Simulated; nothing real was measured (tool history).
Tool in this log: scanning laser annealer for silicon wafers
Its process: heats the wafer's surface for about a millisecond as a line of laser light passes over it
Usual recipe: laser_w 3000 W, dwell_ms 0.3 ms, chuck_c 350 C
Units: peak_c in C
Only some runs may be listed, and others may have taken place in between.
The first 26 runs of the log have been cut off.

run	hour	laser_w	dwell_ms	chuck_c	peak_c
27	271.8	3051	0.259	354	1049
28	283.9	3209	0.368	327	1233
29	298	2779	0.3	350	1019
30	312.3	3000	0.3	387	1122
31	324.9	3000	0.287	317	1034
32	335.5	3000	0.287	317	1028
33	347.8	3000	0.287	317	1029
34	357	2897	0.257	388	1026
35	367.8	2897	0.257	388	1022
36	378.3	3000	0.3	319	1049
37	390.8	3000	0.3	319	1045
38	401.7	3134	0.316	319	1110
39	409.3	3261	0.211	319	980
40	417.1	2923	0.345	322	1082
41	427.5	2920	0.345	360	1117
42	438	2920	0.345	360	1115

What if the next run were any one of these 3? Each begins from the tool's condition after run 42:
A	451.9	2842	0.3	332	?
B	451.9	3158	0.345	360	?
C	451.9	2920	0.318	349	?

run	peak_c
A	1001
B	1197
C	1067
What these runs would have given with no unlogged condition in the tool:
run	peak_c
A	1064
B	1275
C	1134
